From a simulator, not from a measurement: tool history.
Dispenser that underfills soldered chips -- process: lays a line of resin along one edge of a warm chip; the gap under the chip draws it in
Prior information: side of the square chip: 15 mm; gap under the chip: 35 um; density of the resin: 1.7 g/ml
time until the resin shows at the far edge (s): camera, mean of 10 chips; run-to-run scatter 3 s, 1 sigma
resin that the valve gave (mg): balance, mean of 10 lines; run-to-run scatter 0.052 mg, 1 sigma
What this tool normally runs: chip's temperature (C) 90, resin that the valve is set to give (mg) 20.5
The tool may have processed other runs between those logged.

run,hour,chip's temperature (C),resin that the valve is set to give (mg),time until the resin shows at the far edge (s),resin that the valve gave (mg)
1,0,90,20.5,333.8,20.34
2,8.5,98,20.5,354.7,20.16
3,15.8,98,20.5,297,20.03
4,22.8,98,20.5,231.4,20.07
5,28.2,98,20.5,297.7,19.96
6,34.3,90,17.6,330.5,17.09
7,39.5,90,20.5,409.9,19.88
8,43.4,90,20.5,493.6,19.77
9,50.3,90,20.5,395.1,19.71
10,54.1,80,19.7,710.5,18.93
11,61.2,90,19,386.5,18.11
12,67.8,90,19,496.7,19
13,74.1,100,19,266.8,18.91
14,78.1,100,19,309.4,18.93
15,82.6,100,19,230.2,18.82
16,88.7,100,24,292.7,23.78
17,94.2,81,25.5,463.8,25.21
18,101.1,81,25.5,631.4,25

Taken out of this log: 9 entries between the listed runs. Where each belongs, and how the hidden state differs across it:
Runs 2 to 3: new syringe of resin (hour 9.4)
  resin's viscosity, % of fresh resin's: 163.8 -> 136.1; dose that the valve gives, % of what is set: 98.5 -> 98.12; true chip temperature over the reading, C: 0.3 -> 0.32
  difference, measured minus the result without the unlogged condition, time until the resin shows at the far edge (s): +136.1 -> +76.6; resin that the valve gave (mg): -0.31 -> -0.38
Runs 3 to 4: new syringe of resin (hour 20.9)
  resin's viscosity, % of fresh resin's: 136.1 -> 106.5; dose that the valve gives, % of what is set: 98.12 -> 97.73; true chip temperature over the reading, C: 0.32 -> 0.33
  difference, measured minus the result without the unlogged condition, time until the resin shows at the far edge (s): +76.6 -> +12.3; resin that the valve gave (mg): -0.38 -> -0.47
Runs 5 to 6: new syringe of resin (hour 32.6)
  resin's viscosity, % of fresh resin's: 137.5 -> 109; dose that the valve gives, % of what is set: 97.41 -> 97.1; true chip temperature over the reading, C: 0.35 -> 0.36
  difference, measured minus the result without the unlogged condition, time until the resin shows at the far edge (s): +79.3 -> +25.9; resin that the valve gave (mg): -0.53 -> -0.52
Runs 8 to 9: new syringe of resin (hour 44)
  resin's viscosity, % of fresh resin's: 166.1 -> 134.1; dose that the valve gives, % of what is set: 96.58 -> 96.19; true chip temperature over the reading, C: 0.37 -> 0.39
  difference, measured minus the result without the unlogged condition, time until the resin shows at the far edge (s): +193.5 -> +97.8; resin that the valve gave (mg): -0.7 -> -0.78
Runs 10 to 11: new syringe of resin (hour 55.8)
  resin's viscosity, % of fresh resin's: 160.2 -> 128.3; dose that the valve gives, % of what is set: 95.95 -> 95.55; true chip temperature over the reading, C: 0.4 -> 0.41
  difference, measured minus the result without the unlogged condition, time until the resin shows at the far edge (s): +263.3 -> +83.5; resin that the valve gave (mg): -0.8 -> -0.85
Runs 11 to 12: dispensing valve cleaned and set on the balance (hour 66.6)
  resin's viscosity, % of fresh resin's: 128.3 -> 166.3; dose that the valve gives, % of what is set: 95.55 -> 99.95; true chip temperature over the reading, C: 0.41 -> 0.42
  difference, measured minus the result without the unlogged condition, time until the resin shows at the far edge (s): +83.5 -> +193.2; resin that the valve gave (mg): -0.85 -> -0.01
Runs 12 to 13: new syringe of resin (hour 68.6)
  resin's viscosity, % of fresh resin's: 166.3 -> 128.5; dose that the valve gives, % of what is set: 99.95 -> 99.57; true chip temperature over the reading, C: 0.42 -> 0.43
  difference, measured minus the result without the unlogged condition, time until the resin shows at the far edge (s): +193.2 -> +56; resin that the valve gave (mg): -0.01 -> -0.08
Runs 14 to 15: new syringe of resin (hour 80.1)
  resin's viscosity, % of fresh resin's: 154.6 -> 111.3; dose that the valve gives, % of what is set: 99.35 -> 99.1; true chip temperature over the reading, C: 0.44 -> 0.45
  difference, measured minus the result without the unlogged condition, time until the resin shows at the far edge (s): +106.2 -> +20.3; resin that the valve gave (mg): -0.12 -> -0.17
Runs 16 to 17: new syringe of resin (hour 91.9)
  resin's viscosity, % of fresh resin's: 148.4 -> 111.4; dose that the valve gives, % of what is set: 98.73 -> 98.38; true chip temperature over the reading, C: 0.46 -> 0.48
  difference, measured minus the result without the unlogged condition, time until the resin shows at the far edge (s): +92.2 -> +39.8; resin that the valve gave (mg): -0.3 -> -0.41
